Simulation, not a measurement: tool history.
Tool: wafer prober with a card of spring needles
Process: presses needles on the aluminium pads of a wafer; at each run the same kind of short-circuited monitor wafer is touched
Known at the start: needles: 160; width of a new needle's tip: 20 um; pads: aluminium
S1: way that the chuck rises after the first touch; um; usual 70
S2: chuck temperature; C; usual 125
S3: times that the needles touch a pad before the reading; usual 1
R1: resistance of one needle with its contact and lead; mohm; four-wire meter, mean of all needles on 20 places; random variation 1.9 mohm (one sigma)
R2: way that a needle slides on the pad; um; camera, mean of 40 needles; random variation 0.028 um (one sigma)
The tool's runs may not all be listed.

{"run": 1, "day": 0.0, "S1": 70, "S2": 125, "S3": 1, "R1": 211, "R2": 12.55}
{"run": 2, "day": 0.308, "S1": 70, "S2": 125, "S3": 1, "R1": 237, "R2": 12.58}
{"run": 3, "day": 0.542, "S1": 70, "S2": 125, "S3": 1, "R1": 261, "R2": 12.56}
{"run": 4, "day": 0.821, "S1": 60, "S2": 125, "S3": 1, "R1": 308, "R2": 10.74}
{"run": 5, "day": 1.138, "S1": 70, "S2": 125, "S3": 1, "R1": 296, "R2": 12.62}
{"run": 6, "day": 1.546, "S1": 54, "S2": 125, "S3": 1, "R1": 389, "R2": 9.69}
{"day": 1.738, "done": "tips cleaned on abrasive film"}
{"run": 7, "day": 1.775, "S1": 54, "S2": 125, "S3": 1, "R1": 234, "R2": 9.68}
{"run": 8, "day": 2.025, "S1": 70, "S2": 125, "S3": 1, "R1": 245, "R2": 12.59}
{"run": 9, "day": 2.383, "S1": 70, "S2": 125, "S3": 1, "R1": 274, "R2": 12.62}
{"run": 10, "day": 2.704, "S1": 70, "S2": 125, "S3": 1, "R1": 293, "R2": 12.6}
{"run": 11, "day": 3.008, "S1": 70, "S2": 125, "S3": 1, "R1": 310, "R2": 12.54}
{"run": 12, "day": 3.246, "S1": 70, "S2": 125, "S3": 1, "R1": 315, "R2": 12.56}
{"day": 3.45, "done": "tips cleaned on abrasive film"}
{"run": 13, "day": 3.667, "S1": 70, "S2": 125, "S3": 1, "R1": 236, "R2": 12.56}
{"run": 14, "day": 3.942, "S1": 70, "S2": 125, "S3": 1, "R1": 258, "R2": 12.56}
{"run": 15, "day": 4.304, "S1": 70, "S2": 125, "S3": 1, "R1": 288, "R2": 12.58}
{"run": 16, "day": 4.625, "S1": 70, "S2": 122, "S3": 1, "R1": 301, "R2": 12.5}
{"run": 17, "day": 4.862, "S1": 70, "S2": 122, "S3": 1, "R1": 317, "R2": 12.62}
{"run": 18, "day": 5.125, "S1": 70, "S2": 44, "S3": 2, "R1": 270, "R2": 12.57}
{"day": 5.158, "done": "tips cleaned on abrasive film"}
{"run": 19, "day": 5.412, "S1": 84, "S2": 74, "S3": 1, "R1": 218, "R2": 15.06}
{"run": 20, "day": 5.604, "S1": 70, "S2": 46, "S3": 1, "R1": 248, "R2": 12.53}
{"run": 21, "day": 5.896, "S1": 76, "S2": 79, "S3": 1, "R1": 267, "R2": 13.62}
{"run": 22, "day": 6.221, "S1": 87, "S2": 34, "S3": 1, "R1": 256, "R2": 15.64}
{"day": 6.271, "done": "height of the first contact set anew"}
{"run": 23, "day": 6.442, "S1": 59, "S2": 125, "S3": 1, "R1": 353, "R2": 10.53}
{"day": 6.888, "done": "tips cleaned on abrasive film"}
{"run": 24, "day": 6.888, "S1": 70, "S2": 118, "S3": 3, "R1": 208, "R2": 12.51}
{"run": 25, "day": 7.288, "S1": 63, "S2": 125, "S3": 2, "R1": 245, "R2": 11.28}
{"run": 26, "day": 7.592, "S1": 56, "S2": 79, "S3": 1, "R1": 319, "R2": 9.98}
{"run": 27, "day": 8.0, "S1": 76, "S2": 79, "S3": 1, "R1": 283, "R2": 13.6}
{"run": 28, "day": 8.238, "S1": 87, "S2": 54, "S3": 1, "R1": 269, "R2": 15.59}
{"run": 29, "day": 8.475, "S1": 64, "S2": 54, "S3": 2, "R1": 284, "R2": 11.41}
{"day": 8.604, "done": "tips cleaned on abrasive film"}
{"day": 8.675, "done": "height of the first contact set anew, once more"}
{"run": 30, "day": 8.704, "S1": 64, "S2": 54, "S3": 3, "R1": 199, "R2": 11.58}
{"run": 31, "day": 9.088, "S1": 71, "S2": 26, "S3": 1, "R1": 245, "R2": 12.8}
{"run": 32, "day": 9.392, "S1": 55, "S2": 96, "S3": 2, "R1": 278, "R2": 9.93}
{"run": 33, "day": 9.825, "S1": 80, "S2": 125, "S3": 1, "R1": 277, "R2": 14.45}
{"run": 34, "day": 10.142, "S1": 80, "S2": 125, "S3": 1, "R1": 288, "R2": 14.48}

Hidden state or all else? Some run-to-run changes of R1, split into what the settings, what came in and random variation would give without the hidden state, and what is left for the hidden state (with any gauge scatter that isn't in both results):
The hidden state here: debris on the tips, nm; way that the needles fall short of the set height, um; tips' diameter, um; drift of the gauge itself on contact_mohm, %; drift of the gauge itself on scrub_um, %.
Run 5 -> 6: S1 70 -> 54. R1 +93 mohm: hidden state +84, all else +9.
Run 6 -> 7: tips cleaned on abrasive film. R1 -155 mohm: hidden state -156, all else +1.
Run 22 -> 23: S1 87 -> 59, S2 34 -> 125, height of the first contact set anew. R1 +97 mohm: hidden state +68, all else +29.
Run 23 -> 24: S1 59 -> 70, S2 125 -> 118, S3 1 -> 3, tips cleaned on abrasive film. R1 -145 mohm: hidden state -137, all else -8.

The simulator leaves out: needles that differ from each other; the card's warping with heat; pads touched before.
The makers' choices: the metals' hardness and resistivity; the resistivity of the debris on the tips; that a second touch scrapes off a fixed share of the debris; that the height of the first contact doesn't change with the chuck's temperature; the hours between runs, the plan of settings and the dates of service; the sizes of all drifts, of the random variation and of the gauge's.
